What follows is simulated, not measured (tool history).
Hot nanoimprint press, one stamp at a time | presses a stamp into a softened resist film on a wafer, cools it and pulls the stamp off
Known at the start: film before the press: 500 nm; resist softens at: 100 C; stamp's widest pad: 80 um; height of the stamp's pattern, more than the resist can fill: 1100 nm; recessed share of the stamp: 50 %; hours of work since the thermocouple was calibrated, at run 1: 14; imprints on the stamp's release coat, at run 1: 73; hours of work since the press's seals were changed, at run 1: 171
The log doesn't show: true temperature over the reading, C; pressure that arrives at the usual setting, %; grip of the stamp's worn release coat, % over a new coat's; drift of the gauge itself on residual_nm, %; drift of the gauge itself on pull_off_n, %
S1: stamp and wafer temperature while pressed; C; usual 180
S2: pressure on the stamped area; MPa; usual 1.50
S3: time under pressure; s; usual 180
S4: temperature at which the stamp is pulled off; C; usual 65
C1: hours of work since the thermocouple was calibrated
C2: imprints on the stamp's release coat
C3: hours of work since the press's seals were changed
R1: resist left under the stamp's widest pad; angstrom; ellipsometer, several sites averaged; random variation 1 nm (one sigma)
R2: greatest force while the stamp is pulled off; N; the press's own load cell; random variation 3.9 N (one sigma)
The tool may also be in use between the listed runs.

{"run": 1, "hour": 0.0, "S1": 180, "S2": 1.5, "S3": 180, "S4": 65, "C1": 14, "C2": 73, "C3": 171, "R1": 2392, "R2": 193}
{"run": 2, "hour": 36.2, "S1": 180, "S2": 1.5, "S3": 180, "S4": 65, "C1": 35, "C2": 190, "C3": 193, "R1": 2398, "R2": 185}
{"run": 3, "hour": 65.7, "S1": 180, "S2": 1.5, "S3": 180, "S4": 50, "C1": 53, "C2": 285, "C3": 211, "R1": 2377, "R2": 269}
{"run": 4, "hour": 125.7, "S1": 180, "S2": 1.5, "S3": 180, "S4": 65, "C1": 89, "C2": 479, "C3": 247, "R1": 2381, "R2": 194}
{"run": 5, "hour": 182.8, "S1": 179, "S2": 1.5, "S3": 180, "S4": 65, "C1": 124, "C2": 664, "C3": 282, "R1": 2471, "R2": 197}
{"run": 6, "hour": 244.3, "S1": 178, "S2": 1.5, "S3": 180, "S4": 65, "C1": 161, "C2": 862, "C3": 319, "R1": 2545, "R2": 205}
{"run": 7, "hour": 275.4, "S1": 180, "S2": 1.5, "S3": 180, "S4": 65, "C1": 180, "C2": 963, "C3": 337, "R1": 2346, "R2": 211}
{"run": 8, "hour": 318.0, "S1": 188, "S2": 1.5, "S3": 180, "S4": 65, "C1": 205, "C2": 1101, "C3": 363, "R1": 1713, "R2": 212}
{"run": 9, "hour": 356.5, "S1": 180, "S2": 1.5, "S3": 180, "S4": 65, "C1": 229, "C2": 1225, "C3": 386, "R1": 2330, "R2": 216}
{"run": 10, "hour": 420.8, "S1": 180, "S2": 1.5, "S3": 180, "S4": 65, "C1": 267, "C2": 1433, "C3": 425, "R1": 2305, "R2": 218}
{"run": 11, "hour": 461.6, "S1": 180, "S2": 1.5, "S3": 180, "S4": 65, "C1": 292, "C2": 1565, "C3": 450, "R1": 2330, "R2": 226}
{"run": 12, "hour": 500.1, "S1": 180, "S2": 1.5, "S3": 180, "S4": 65, "C1": 315, "C2": 1689, "C3": 473, "R1": 2326, "R2": 226}
{"run": 13, "hour": 554.3, "S1": 180, "S2": 1.5, "S3": 180, "S4": 65, "C1": 348, "C2": 1864, "C3": 506, "R1": 2320, "R2": 230}
{"run": 14, "hour": 626.8, "S1": 180, "S2": 1.5, "S3": 162, "S4": 65, "C1": 391, "C2": 2098, "C3": 549, "R1": 2395, "R2": 245}
{"hour": 684.2, "done": "stamp cleaned and given a new release coat"}
{"run": 15, "hour": 690.1, "S1": 180, "S2": 1.5, "S3": 162, "S4": 65, "C1": 426, "C2": 19, "C3": 584, "R1": 2390, "R2": 178}
{"hour": 705.8, "done": "press's hydraulic seals changed and the load cell set to zero"}
{"hour": 745.0, "done": "plate thermocouple calibrated"}
{"run": 16, "hour": 745.0, "S1": 180, "S2": 1.74, "S3": 180, "S4": 54, "C1": 0, "C2": 161, "C3": 22, "R1": 2256, "R2": 243}
{"run": 17, "hour": 777.8, "S1": 180, "S2": 1.74, "S3": 180, "S4": 54, "C1": 20, "C2": 267, "C3": 42, "R1": 2236, "R2": 242}
{"run": 18, "hour": 810.7, "S1": 182, "S2": 1.75, "S3": 182, "S4": 73, "C1": 40, "C2": 374, "C3": 61, "R1": 2048, "R2": 159}
{"run": 19, "hour": 880.8, "S1": 182, "S2": 1.75, "S3": 217, "S4": 73, "C1": 82, "C2": 600, "C3": 104, "R1": 1911, "R2": 165}
{"run": 20, "hour": 913.2, "S1": 173, "S2": 1.75, "S3": 113, "S4": 73, "C1": 101, "C2": 705, "C3": 123, "R1": 3374, "R2": 161}
{"run": 21, "hour": 983.6, "S1": 176, "S2": 1.5, "S3": 259, "S4": 65, "C1": 144, "C2": 932, "C3": 166, "R1": 2419, "R2": 215}
{"run": 22, "hour": 1055.3, "S1": 187, "S2": 1.5, "S3": 180, "S4": 65, "C1": 187, "C2": 1164, "C3": 209, "R1": 1794, "R2": 212}
{"run": 23, "hour": 1091.9, "S1": 180, "S2": 1.5, "S3": 180, "S4": 57, "C1": 209, "C2": 1282, "C3": 231, "R1": 2360, "R2": 260}
{"run": 24, "hour": 1128.0, "S1": 180, "S2": 1.28, "S3": 319, "S4": 65, "C1": 231, "C2": 1399, "C3": 253, "R1": 2023, "R2": 232}
{"run": 25, "hour": 1173.8, "S1": 180, "S2": 1.59, "S3": 180, "S4": 65, "C1": 258, "C2": 1547, "C3": 280, "R1": 2285, "R2": 218}
{"run": 26, "hour": 1204.0, "S1": 182, "S2": 1.11, "S3": 308, "S4": 61, "C1": 277, "C2": 1644, "C3": 299, "R1": 2000, "R2": 253}
{"run": 27, "hour": 1239.0, "S1": 182, "S2": 1.11, "S3": 308, "S4": 61, "C1": 298, "C2": 1758, "C3": 320, "R1": 1987, "R2": 251}
{"run": 28, "hour": 1290.9, "S1": 182, "S2": 1.11, "S3": 308, "S4": 61, "C1": 329, "C2": 1925, "C3": 351, "R1": 1978, "R2": 256}
{"run": 29, "hour": 1351.6, "S1": 182, "S2": 1.11, "S3": 308, "S4": 61, "C1": 366, "C2": 2121, "C3": 388, "R1": 1968, "R2": 260}

5 ways to go on from here, each from the tool as it stands after run 29. What would each give?
{"hour": 1402.5, "done": "stamp cleaned and given a new release coat"}
{"run": "A", "hour": 1425.9, "S1": 181, "S2": 2.06, "S3": 180, "S4": 72, "C1": 407, "C2": 76, "C3": 429, "R1": "?", "R2": "?"}
{"hour": 1402.5, "done": "stamp cleaned and given a new release coat"}
{"run": "B", "hour": 1425.9, "S1": 179, "S2": 0.94, "S3": 134, "S4": 65, "C1": 407, "C2": 76, "C3": 429, "R1": "?", "R2": "?"}
{"hour": 1402.5, "done": "stamp cleaned and given a new release coat"}
{"run": "C", "hour": 1425.9, "S1": 182, "S2": 1.11, "S3": 128, "S4": 61, "C1": 407, "C2": 76, "C3": 429, "R1": "?", "R2": "?"}
{"hour": 1402.5, "done": "stamp cleaned and given a new release coat"}
{"run": "D", "hour": 1425.9, "S1": 182, "S2": 1.11, "S3": 197, "S4": 61, "C1": 407, "C2": 76, "C3": 429, "R1": "?", "R2": "?"}
{"hour": 1402.5, "done": "stamp cleaned and given a new release coat"}
{"run": "E", "hour": 1425.9, "S1": 182, "S2": 1.11, "S3": 126, "S4": 61, "C1": 407, "C2": 76, "C3": 429, "R1": "?", "R2": "?"}

run=A R1=1932 R2=155
run=B R1=3163 R2=185
run=C R1=2741 R2=203
run=D R1=2313 R2=196
run=E R1=2762 R2=201
Without the tool's hidden state the same runs would have given:
run=A R1=2011 R2=158
run=B R1=3263 R2=189
run=C R1=2836 R2=206
run=D R1=2403 R2=198
run=E R1=2858 R2=204
